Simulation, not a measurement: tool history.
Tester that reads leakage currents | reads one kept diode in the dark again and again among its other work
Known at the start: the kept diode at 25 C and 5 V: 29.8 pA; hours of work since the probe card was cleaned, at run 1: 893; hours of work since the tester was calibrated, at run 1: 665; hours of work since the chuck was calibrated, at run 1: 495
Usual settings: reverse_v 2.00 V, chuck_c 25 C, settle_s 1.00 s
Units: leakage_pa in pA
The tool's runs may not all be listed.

run	hour	reverse_v	chuck_c	settle_s	hours of work since the probe card was cleaned	hours of work since the tester was calibrated	hours of work since the chuck was calibrated	leakage_pa
1	0.0	2.00	25	1.00	893	665	495	21.46
2	201.2	2.00	25	1.00	1002	774	604	21.75
3	453.2	1.44	25	1.00	1138	910	741	18.24
4	604.5	1.44	25	1.00	1220	992	823	18.38
5	854.4	1.44	25	1.00	1356	1128	959	18.69
6	1066.0	1.44	25	1.00	1470	1243	1073	19.04
7	1237.7	1.44	25	1.00	1564	1336	1166	19.11
8	1376.3	1.44	25	1.00	1639	1411	1241	19.37
# hour 1597.8: probe card cleaned and baked
9	1638.9	1.44	25	1.00	22	1552	1382	16.16
10	1815.8	1.44	25	1.00	118	1648	1478	16.19
11	1981.0	1.44	25	1.00	208	1737	1568	16.48
12	2097.9	5.67	25	1.00	271	1800	1631	36.77
13	2342.5	17.98	21	1.97	404	1933	1764	58.80
14	2509.2	17.98	21	1.97	494	2023	1854	61.55
# hour 2522.7: chuck's temperature calibrated
15	2658.9	2.00	25	5.05	574	2104	74	21.21
16	2917.1	2.13	21	0.99	714	2244	214	17.45
17	3163.7	2.13	21	0.99	848	2377	348	17.86
18	3336.1	2.00	40	2.08	941	2471	441	60.55
19	3586.8	9.27	29	4.03	1077	2607	577	76.14
20	3840.3	16.31	27	1.14	1215	2744	714	102.88
21	3973.0	1.49	23	6.98	1287	2816	786	17.30
# hour 3996.6: chuck's temperature calibrated, once more
# hour 3998.6: tester calibrated
22	4201.9	1.49	23	6.98	1409	110	110	16.32
23	4412.0	1.18	41	2.97	1523	224	224	45.70
24	4525.3	1.18	41	2.97	1584	286	286	45.84

Measured less the same run without the tool's hidden state. The same run-to-run variation is in both; the gauge's scatter may not be:
The hidden state here: stray current of the dirty probe card, pA a volt; current scale over the true one, %; true chuck temperature over the reading, C; drift of the gauge itself on leakage_pa, %.
run	leakage_pa
1	+3.11
2	+3.44
3	+2.89
4	+3.07
5	+3.42
6	+3.68
7	+3.88
8	+4.08
9	+0.79
10	+1.01
11	+1.22
12	+3.88
13	+12.83
14	+15.47
15	+3.07
16	+3.32
17	+3.77
18	+7.10
19	+19.20
20	+34.35
21	+4.07
22	+2.99
23	+2.77
24	+2.92
